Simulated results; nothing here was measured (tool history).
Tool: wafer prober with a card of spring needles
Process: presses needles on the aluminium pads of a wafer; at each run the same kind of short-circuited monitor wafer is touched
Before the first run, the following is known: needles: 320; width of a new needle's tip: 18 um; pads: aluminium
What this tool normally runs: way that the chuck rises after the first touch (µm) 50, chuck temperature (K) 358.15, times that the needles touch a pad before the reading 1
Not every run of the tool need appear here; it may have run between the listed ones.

run	hour	way that the chuck rises after the first touch (µm)	chuck temperature (K)	times that the needles touch a pad before the reading	resistance of one needle with its contact and lead (mohm)	way that a needle slides on the pad (µm)
1	0	50	358.15	1	242	7.02
2	6.8	50	358.15	3	248	6.97
# hour 11.3: tips cleaned on abrasive film
3	12.7	50	358.15	1	245	6.96
4	21.3	69	358.15	1	250	9.6
# hour 23: tips cleaned on abrasive film
5	27.6	69	358.15	1	241	9.6
6	32.7	69	358.15	1	249	9.61
# hour 34.5: tips cleaned on abrasive film
7	43.9	50	358.15	1	273	6.93
# hour 46.5: tips cleaned on abrasive film
8	52.7	50	358.15	2	254	6.93
# hour 57.8: tips cleaned on abrasive film
9	59.3	50	358.15	2	239	6.93
10	65.9	50	358.15	2	248	6.84
# hour 69.8: tips cleaned on abrasive film
11	72.6	50	358.15	2	242	6.88
# hour 81.3: tips cleaned on abrasive film
12	81.7	50	358.15	2	238	6.85
# hour 93: tips cleaned on abrasive film
13	93	50	358.15	2	236	6.82
14	99.3	50	358.15	2	258	6.84
# hour 104.2: tips cleaned on abrasive film
15	104.9	50	358.15	2	242	6.83
16	111.7	50	358.15	2	256	6.82
# hour 116.2: tips cleaned on abrasive film
17	119.4	50	358.15	2	243	6.8
# hour 128.1: tips cleaned on abrasive film
18	129.4	50	358.15	2	246	6.78
19	138.1	50	358.15	2	261	6.76
# hour 139.9: tips cleaned on abrasive film
20	148.1	50	358.15	2	260	6.8
# hour 151.2: tips cleaned on abrasive film
21	156.7	70	307.15	1	235	9.52
# hour 162.5: tips cleaned on abrasive film
22	166.6	70	307.15	1	232	9.59
# hour 174.3: tips cleaned on abrasive film
23	175.1	61	307.15	1	226	8.2
24	179.8	61	307.15	1	241	8.24
# hour 186: tips cleaned on abrasive film
25	187.7	50	353.15	2	245	6.68
# hour 197.5: tips cleaned on abrasive film
26	197.7	53	358.15	2	239	7.1
27	206.3	37	358.15	1	313	4.88
# hour 209.2: tips cleaned on abrasive film
28	216.9	62	306.15	2	235	8.33
# hour 220.4: tips cleaned on abrasive film
29	227.3	62	350.15	2	247	8.35
# hour 231.7: tips cleaned on abrasive film
30	234.9	66	333.15	1	241	8.88
# hour 242.9: tips cleaned on abrasive film
31	245.5	66	333.15	1	241	8.89
32	251	63	344.15	1	251	8.39
# hour 254.5: tips cleaned on abrasive film
33	261.6	63	344.15	1	257	8.45

A few steps of resistance of one needle with its contact and lead (mohm) between consecutive runs. Split each: what settings, incoming material and random variation would produce without the hidden state, and what is left over for the hidden state, along with gauge scatter present in only one of the two compared results (measured, and without hidden state):
Unlogged tool condition in this case: debris on the tips, nm; way that the needles fall short of the set height, um; tips' diameter, um; drift of the gauge itself on contact_mohm, %; drift of the gauge itself on scrub_um, %.
Run 7 -> 8: times that the needles touch a pad before the reading 1 -> 2, tips cleaned on abrasive film. resistance of one needle with its contact and lead (mohm) -19: hidden state -18, all else -1.
Run 20 -> 21: way that the chuck rises after the first touch (µm) 50 -> 70, chuck temperature (K) 358.15 -> 307.15, times that the needles touch a pad before the reading 2 -> 1, tips cleaned on abrasive film. resistance of one needle with its contact and lead (mohm) -25: hidden state -5, all else -20.
Run 26 -> 27: way that the chuck rises after the first touch (µm) 53 -> 37, times that the needles touch a pad before the reading 2 -> 1. resistance of one needle with its contact and lead (mohm) +74: hidden state +71, all else +3.
Run 27 -> 28: way that the chuck rises after the first touch (µm) 37 -> 62, chuck temperature (K) 358.15 -> 306.15, times that the needles touch a pad before the reading 1 -> 2, tips cleaned on abrasive film. resistance of one needle with its contact and lead (mohm) -78: hidden state -59, all else -19.
